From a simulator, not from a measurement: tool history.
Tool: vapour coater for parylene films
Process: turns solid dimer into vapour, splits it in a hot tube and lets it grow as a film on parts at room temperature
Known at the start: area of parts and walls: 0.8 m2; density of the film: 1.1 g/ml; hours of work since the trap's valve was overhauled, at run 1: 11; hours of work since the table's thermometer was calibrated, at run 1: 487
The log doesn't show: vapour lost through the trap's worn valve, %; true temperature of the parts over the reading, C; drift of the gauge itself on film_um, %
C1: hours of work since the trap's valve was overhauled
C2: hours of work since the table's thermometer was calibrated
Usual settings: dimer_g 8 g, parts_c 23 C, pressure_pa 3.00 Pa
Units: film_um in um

{"run": 1, "hour": 0.0, "dimer_g": 8, "parts_c": 23, "pressure_pa": 3.0, "C1": 11, "C2": 487, "film_um": 5.46}
{"run": 2, "hour": 82.5, "dimer_g": 8, "parts_c": 23, "pressure_pa": 11.5, "C1": 57, "C2": 532, "film_um": 4.05}
{"run": 3, "hour": 116.8, "dimer_g": 8, "parts_c": 23, "pressure_pa": 11.5, "C1": 76, "C2": 551, "film_um": 3.99}
{"run": 4, "hour": 173.8, "dimer_g": 8, "parts_c": 23, "pressure_pa": 3.0, "C1": 107, "C2": 582, "film_um": 5.3}
{"run": 5, "hour": 243.7, "dimer_g": 8, "parts_c": 23, "pressure_pa": 2.69, "C1": 145, "C2": 621, "film_um": 5.43}
{"run": 6, "hour": 304.1, "dimer_g": 8, "parts_c": 23, "pressure_pa": 2.69, "C1": 179, "C2": 654, "film_um": 5.33}
{"run": 7, "hour": 357.7, "dimer_g": 8, "parts_c": 23, "pressure_pa": 2.69, "C1": 208, "C2": 684, "film_um": 5.28}
{"run": 8, "hour": 428.6, "dimer_g": 4, "parts_c": 23, "pressure_pa": 2.69, "C1": 247, "C2": 723, "film_um": 2.64}
{"run": 9, "hour": 483.9, "dimer_g": 8, "parts_c": 23, "pressure_pa": 3.0, "C1": 278, "C2": 753, "film_um": 5.22}
{"run": 10, "hour": 525.3, "dimer_g": 8, "parts_c": 23, "pressure_pa": 3.0, "C1": 301, "C2": 776, "film_um": 5.09}
{"run": 11, "hour": 582.2, "dimer_g": 8, "parts_c": 23, "pressure_pa": 3.0, "C1": 332, "C2": 808, "film_um": 5.07}
{"run": 12, "hour": 664.4, "dimer_g": 5, "parts_c": 23, "pressure_pa": 3.0, "C1": 377, "C2": 853, "film_um": 3.11}
{"run": 13, "hour": 734.0, "dimer_g": 8, "parts_c": 23, "pressure_pa": 3.0, "C1": 416, "C2": 891, "film_um": 4.92}
{"run": 14, "hour": 773.7, "dimer_g": 8, "parts_c": 23, "pressure_pa": 3.0, "C1": 438, "C2": 913, "film_um": 4.85}
{"run": 15, "hour": 832.6, "dimer_g": 8, "parts_c": 23, "pressure_pa": 3.0, "C1": 470, "C2": 946, "film_um": 4.87}
{"run": 16, "hour": 886.0, "dimer_g": 8, "parts_c": 23, "pressure_pa": 3.0, "C1": 500, "C2": 975, "film_um": 4.73}
{"hour": 893.9, "done": "trap's valve overhauled"}
{"run": 17, "hour": 964.0, "dimer_g": 9, "parts_c": 22, "pressure_pa": 3.0, "C1": 39, "C2": 1016, "film_um": 5.5}
{"run": 18, "hour": 1014.9, "dimer_g": 4, "parts_c": 17, "pressure_pa": 4.28, "C1": 67, "C2": 1044, "film_um": 2.82}
{"run": 19, "hour": 1050.6, "dimer_g": 5, "parts_c": 23, "pressure_pa": 4.79, "C1": 86, "C2": 1064, "film_um": 2.62}

Forecast run 20:
{"run": 20, "hour": 1132.1, "dimer_g": 10, "parts_c": 26, "pressure_pa": 3.0, "C1": 131, "C2": 1109, "film_um": "?"}

{"run 20": {"film_um": 4.77}}
Without the tool's hidden state the same run would have given film_um 5.95 um.

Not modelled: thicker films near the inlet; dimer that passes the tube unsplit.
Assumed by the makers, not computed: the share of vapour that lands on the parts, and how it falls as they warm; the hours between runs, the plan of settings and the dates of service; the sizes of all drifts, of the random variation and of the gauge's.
